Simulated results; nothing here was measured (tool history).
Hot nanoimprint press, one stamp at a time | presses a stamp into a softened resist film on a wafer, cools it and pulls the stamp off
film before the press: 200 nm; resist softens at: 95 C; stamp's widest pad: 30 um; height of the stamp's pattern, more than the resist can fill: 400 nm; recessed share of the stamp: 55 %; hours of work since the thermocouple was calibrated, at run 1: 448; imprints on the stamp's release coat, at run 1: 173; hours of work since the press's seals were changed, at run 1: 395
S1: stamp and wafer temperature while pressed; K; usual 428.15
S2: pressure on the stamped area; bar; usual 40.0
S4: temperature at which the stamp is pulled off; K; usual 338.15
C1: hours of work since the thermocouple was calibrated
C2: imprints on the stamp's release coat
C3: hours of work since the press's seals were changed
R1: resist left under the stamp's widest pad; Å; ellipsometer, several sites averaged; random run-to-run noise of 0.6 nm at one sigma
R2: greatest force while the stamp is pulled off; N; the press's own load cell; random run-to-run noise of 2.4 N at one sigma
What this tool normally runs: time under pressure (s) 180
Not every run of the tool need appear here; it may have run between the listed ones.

Run 1, day 0.000: usual settings; C1 448; C2 173; C3 395. Result: R1 1154 Å, R2 122 N.
Run 2, day 0.650: usual settings; C1 455; C2 227; C3 402. Result: R1 1165 Å, R2 122 N.
Run 3, day 1.304: usual settings but S4 336.15 K; C1 462; C2 280; C3 409. Result: R1 1173 Å, R2 128 N.
Run 4, day 2.000: usual settings but S4 336.15 K; C1 469; C2 338; C3 416. Result: R1 1160 Å, R2 132 N.
Run 5, day 3.212: usual settings but S4 336.15 K; C1 482; C2 437; C3 429. Result: R1 1158 Å, R2 136 N.
Run 6, day 4.379: usual settings but S4 336.15 K; C1 495; C2 533; C3 442. Result: R1 1178 Å, R2 145 N.
Run 7, day 5.204: usual settings but S4 336.15 K; C1 504; C2 601; C3 451. Result: R1 1178 Å, R2 144 N.
Run 8, day 6.333: usual settings but S1 434.15 K, S4 336.15 K; C1 516; C2 694; C3 463. Result: R1 891 Å, R2 143 N.
Run 9, day 7.162: usual settings but S1 434.15 K, S4 336.15 K; C1 525; C2 762; C3 472. Result: R1 876 Å, R2 146 N.
At day 7.567: plate thermocouple calibrated.
Run 10, day 8.117: usual settings but S1 434.15 K, S4 336.15 K; C1 6; C2 831; C3 481. Result: R1 905 Å, R2 147 N.
Run 11, day 9.262: usual settings but S1 434.15 K, S4 345.15 K; C1 18; C2 925; C3 493. Result: R1 903 Å, R2 123 N.
Run 12, day 10.104: usual settings but time under pressure (s) 337; C1 27; C2 994; C3 502. Result: R1 968 Å, R2 151 N.
Run 13, day 10.783: usual settings but time under pressure (s) 337; C1 35; C2 1050; C3 510. Result: R1 967 Å, R2 153 N.
Run 14, day 11.804: usual settings but time under pressure (s) 337; C1 46; C2 1134; C3 521. Result: R1 959 Å, R2 154 N.
Run 15, day 13.092: usual settings but time under pressure (s) 337; C1 60; C2 1240; C3 535. Result: R1 973 Å, R2 157 N.
Run 16, day 13.746: usual settings but time under pressure (s) 108; C1 67; C2 1294; C3 542. Result: R1 1388 Å, R2 162 N.
At day 14.238: plate thermocouple calibrated, once more.
Run 17, day 14.700: usual settings but S2 56.6 bar, S4 342.15 K; C1 5; C2 1362; C3 551. Result: R1 934 Å, R2 137 N.
At day 15.217: stamp cleaned and given a new release coat.
Run 18, day 15.625: usual settings but S2 27.7 bar, time under pressure (s) 92, S4 345.15 K; C1 12; C2 34; C3 558. Result: R1 1455 Å, R2 96 N.
Run 19, day 16.454: usual settings but S2 27.7 bar, time under pressure (s) 92, S4 345.15 K; C1 21; C2 102; C3 567. Result: R1 1470 Å, R2 100 N.
Run 20, day 17.029: usual settings but S1 434.15 K, S2 62.0 bar, time under pressure (s) 92, S4 345.15 K; C1 27; C2 149; C3 573. Result: R1 876 Å, R2 96 N.
Run 21, day 17.942: usual settings but S1 436.15 K, S2 62.0 bar, time under pressure (s) 148, S4 345.15 K; C1 37; C2 224; C3 583. Result: R1 652 Å, R2 97 N.
Run 22, day 18.854: usual settings but S1 420.15 K, S2 62.0 bar, time under pressure (s) 168, S4 345.15 K; C1 47; C2 299; C3 593. Result: R1 1353 Å, R2 99 N.
Run 23, day 19.583: usual settings but S2 42.4 bar; C1 55; C2 359; C3 601. Result: R1 1063 Å, R2 123 N.
Run 24, day 20.104: usual settings but S1 433.15 K, S2 48.9 bar, S4 323.15 K; C1 61; C2 402; C3 606. Result: R1 777 Å, R2 168 N.
Run 25, day 20.938: usual settings but S1 433.15 K, S2 48.9 bar, S4 323.15 K; C1 70; C2 470; C3 615. Result: R1 788 Å, R2 175 N.
Run 26, day 22.183: usual settings but time under pressure (s) 298, S4 332.15 K; C1 83; C2 573; C3 629. Result: R1 900 Å, R2 143 N.
Run 27, day 23.462: usual settings but time under pressure (s) 298, S4 332.15 K; C1 97; C2 678; C3 643. Result: R1 905 Å, R2 152 N.
Run 28, day 24.483: usual settings but time under pressure (s) 298, S4 332.15 K; C1 108; C2 762; C3 654. Result: R1 911 Å, R2 155 N.
Run 29, day 25.033: usual settings but S2 38.6 bar, time under pressure (s) 217, S4 330.15 K; C1 114; C2 808; C3 660. Result: R1 1041 Å, R2 160 N.

Each run again, without the hidden state but with its own random variation kept:
Hidden conditions of the tool in this case: true temperature over the reading, C; pressure that arrives at the usual setting, %; grip of the stamp's worn release coat, % over a new coat's; drift of the gauge itself on residual_nm, %; drift of the gauge itself on pull_off_n, %.
run    R1   R2
  1  1066  112
  2  1074  110
  3  1080  115
  4  1067  117
  5  1062  117
  6  1079  122
  7  1077  119
  8   808  115
  9   791  116
 10   804  114
 11   802   92
 12   850  112
 13   848  113
 14   839  112
 15   848  111
 16  1257  112
 17   931  100
 18  1452   95
 19  1466   97
 20   868   92
 21   644   92
 22  1340   92
 23  1050  112
 24   765  151
 25   775  155
 26   883  124
 27   885  128
 28   889  128
 29  1017  130
